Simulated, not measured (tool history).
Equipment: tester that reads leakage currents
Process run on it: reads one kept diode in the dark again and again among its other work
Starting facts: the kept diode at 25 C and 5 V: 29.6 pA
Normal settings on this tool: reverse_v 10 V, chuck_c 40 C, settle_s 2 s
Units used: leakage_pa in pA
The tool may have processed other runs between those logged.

| run | hour | reverse_v | chuck_c | settle_s | leakage_pa |
|---|---|---|---|---|---|
| 1 | 0 | 10 | 40 | 2 | 114.16 |
| 2 | 28.4 | 10 | 40 | 2 | 114.55 |
| 3 | 45.9 | 10 | 40 | 4.75 | 114.01 |
| 4 | 77 | 10 | 23 | 4.75 | 36.72 |
| 5 | 99.9 | 10 | 40 | 2 | 114.63 |
| 6 | 128.3 | 10 | 40 | 7.98 | 113.86 |
| 7 | 154.2 | 10.5 | 40 | 2 | 117.27 |
| 8 | 179.5 | 1.7 | 40 | 2 | 52.14 |
| 9 | 194.7 | 2.8 | 56 | 0.8 | 176.1 |
|  | 198.3 | tester calibrated |
| 10 | 230.3 | 2.8 | 56 | 0.8 | 175.5 |
| 11 | 247.7 | 7.4 | 56 | 2 | 267.54 |
| 12 | 272.1 | 7.4 | 56 | 2 | 267.51 |
| 13 | 305.2 | 1.8 | 58 | 1.97 | 161.84 |
| 14 | 328.3 | 10 | 49 | 0.6 | 201.41 |
| 15 | 346 | 10 | 49 | 0.6 | 201.96 |
| 16 | 377.9 | 1.4 | 44 | 0.58 | 61.76 |

For some of the steps in leakage_pa from one run to the next: how much would appear even if the tool had no hidden state, given the settings, what came in and random variation, and how much remains for the hidden state plus any gauge scatter that the measured result and the result without hidden state don't share?
Unlogged tool condition in this case: stray current of the dirty probe card, pA a volt; current scale over the true one, %; true chuck temperature over the reading, C; drift of the gauge itself on leakage_pa, %.
Run 8 -> 9: reverse_v 1.7 -> 2.8, chuck_c 40 -> 56, settle_s 2 -> 0.8. leakage_pa +123.96 pA: hidden state -1.75, all else +125.71.
Run 15 -> 16: reverse_v 10 -> 1.4, chuck_c 49 -> 44, settle_s 0.6 -> 0.58. leakage_pa -140.2 pA: hidden state +0.52, all else -140.72.
